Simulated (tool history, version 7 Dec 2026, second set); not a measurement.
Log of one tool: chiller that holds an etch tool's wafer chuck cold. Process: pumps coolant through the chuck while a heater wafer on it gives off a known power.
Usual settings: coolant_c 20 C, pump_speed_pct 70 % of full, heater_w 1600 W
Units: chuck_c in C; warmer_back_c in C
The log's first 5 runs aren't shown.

run	hour	coolant_c	pump_speed_pct	heater_w	chuck_c	warmer_back_c
6	717.7	20	75	1600	34.6	6.81
7	809.2	20	75	1600	34.8	6.66
8	888.5	27	70	1600	42.9	7.31
9	1054.7	20	70	1600	35.8	7.19
10	1210.7	20	70	1600	35.6	7.28
11	1346.6	20	70	1600	35.6	7.18
12	1528.5	20	70	1600	36	7.21
13	1616.4	20	70	1600	35.9	7.15
14	1788.4	25	70	1600	40.8	7.09
15	1954.9	25	70	1600	40.7	7.11
16	2126	25	70	1600	40.7	7.07
17	2207.7	25	70	1600	40.8	7.07
18	2386.1	25	70	1600	40.5	7.12
19	2462.4	14	81	1357	25.5	4.98
20	2588.2	28	62	1050	39.7	5.23
21	2702.4	28	62	1050	39.8	5.23
22	2830.9	28	62	1050	39.5	5.25
23	3007.8	17	88	835	23.5	2.57
24	3096.2	15	70	1127	26	4.75
25	3255.9	15	70	817	23	3.35
26	3402.2	15	70	817	22.9	3.29

The next listed run, before its measurement:
# hour 3551.7: gauge calibrated
27	3572.3	15	70	817	?	?

{"run 27": {"chuck_c": 23.1, "warmer_back_c": 3.76}}
Without the tool's hidden state the same run would have given chuck_c 23.1 C, warmer_back_c 3.76 C.
